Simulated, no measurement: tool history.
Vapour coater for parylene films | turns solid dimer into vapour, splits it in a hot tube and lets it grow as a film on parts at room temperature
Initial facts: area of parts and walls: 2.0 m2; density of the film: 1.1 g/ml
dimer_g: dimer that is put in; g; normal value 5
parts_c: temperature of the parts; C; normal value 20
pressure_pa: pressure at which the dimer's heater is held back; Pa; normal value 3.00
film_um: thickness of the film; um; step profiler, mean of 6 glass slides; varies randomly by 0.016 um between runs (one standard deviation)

run 1 hour=0.0 | dimer_g=5 parts_c=20 pressure_pa=3.00 | film_um=1.71
-- hour=58.8 trap's valve overhauled
run 2 hour=70.0 | dimer_g=5 parts_c=20 pressure_pa=3.00 | film_um=1.70
run 3 hour=106.8 | dimer_g=5 parts_c=27 pressure_pa=3.00 | film_um=1.42
run 4 hour=170.5 | dimer_g=5 parts_c=20 pressure_pa=3.00 | film_um=1.68
run 5 hour=207.5 | dimer_g=5 parts_c=20 pressure_pa=3.00 | film_um=1.71
run 6 hour=265.0 | dimer_g=8 parts_c=20 pressure_pa=3.00 | film_um=2.77
run 7 hour=308.1 | dimer_g=8 parts_c=20 pressure_pa=3.00 | film_um=2.77
run 8 hour=344.0 | dimer_g=5 parts_c=20 pressure_pa=2.52 | film_um=1.77
run 9 hour=395.4 | dimer_g=5 parts_c=20 pressure_pa=2.52 | film_um=1.77
-- hour=440.4 trap's valve overhauled
run 10 hour=440.4 | dimer_g=5 parts_c=20 pressure_pa=2.52 | film_um=1.76
run 11 hour=515.4 | dimer_g=5 parts_c=20 pressure_pa=2.52 | film_um=1.77
run 12 hour=572.3 | dimer_g=8 parts_c=20 pressure_pa=3.00 | film_um=2.75
run 13 hour=635.5 | dimer_g=5 parts_c=20 pressure_pa=3.00 | film_um=1.73
run 14 hour=708.2 | dimer_g=5 parts_c=20 pressure_pa=3.00 | film_um=1.69
run 15 hour=775.5 | dimer_g=5 parts_c=20 pressure_pa=3.00 | film_um=1.71
run 16 hour=806.2 | dimer_g=5 parts_c=17 pressure_pa=3.00 | film_um=1.89
-- hour=822.2 trap's valve overhauled
run 17 hour=866.6 | dimer_g=5 parts_c=17 pressure_pa=3.00 | film_um=1.87
run 18 hour=909.9 | dimer_g=4 parts_c=20 pressure_pa=9.71 | film_um=1.11
run 19 hour=956.8 | dimer_g=3 parts_c=18 pressure_pa=9.71 | film_um=0.89
run 20 hour=1001.2 | dimer_g=7 parts_c=15 pressure_pa=10.80 | film_um=2.22
run 21 hour=1036.1 | dimer_g=2 parts_c=15 pressure_pa=2.21 | film_um=0.85
run 22 hour=1088.9 | dimer_g=5 parts_c=26 pressure_pa=3.00 | film_um=1.43
run 23 hour=1144.9 | dimer_g=5 parts_c=26 pressure_pa=3.00 | film_um=1.45
run 24 hour=1177.4 | dimer_g=5 parts_c=26 pressure_pa=3.00 | film_um=1.47
-- hour=1203.3 trap's valve overhauled
run 25 hour=1226.3 | dimer_g=2 parts_c=13 pressure_pa=10.33 | film_um=0.65
run 26 hour=1295.1 | dimer_g=5 parts_c=19 pressure_pa=4.53 | film_um=1.64
run 27 hour=1328.6 | dimer_g=2 parts_c=20 pressure_pa=2.72 | film_um=0.70
run 28 hour=1385.6 | dimer_g=2 parts_c=20 pressure_pa=2.72 | film_um=0.71
run 29 hour=1447.5 | dimer_g=2 parts_c=20 pressure_pa=2.72 | film_um=0.70
run 30 hour=1515.8 | dimer_g=5 parts_c=23 pressure_pa=4.44 | film_um=1.46
run 31 hour=1554.4 | dimer_g=7 parts_c=13 pressure_pa=7.10 | film_um=2.54
-- hour=1584.9 trap's valve overhauled
run 32 hour=1592.5 | dimer_g=6 parts_c=21 pressure_pa=3.00 | film_um=1.99
run 33 hour=1653.4 | dimer_g=6 parts_c=21 pressure_pa=3.00 | film_um=2.04

Each row is a separate what-if for the run after 33, all from the same tool condition, not one after another. Results?
run A hour=1693.4 | dimer_g=3 parts_c=24 pressure_pa=3.00 | film_um=?
run B hour=1693.4 | dimer_g=5 parts_c=12 pressure_pa=2.75 | film_um=?
run C hour=1693.4 | dimer_g=5 parts_c=28 pressure_pa=5.95 | film_um=?

run=A film_um=0.91
run=B film_um=2.21
run=C film_um=1.20
Had the tool no hidden state, the same runs would have come out as:
run=A film_um=0.92
run=B film_um=2.22
run=C film_um=1.20
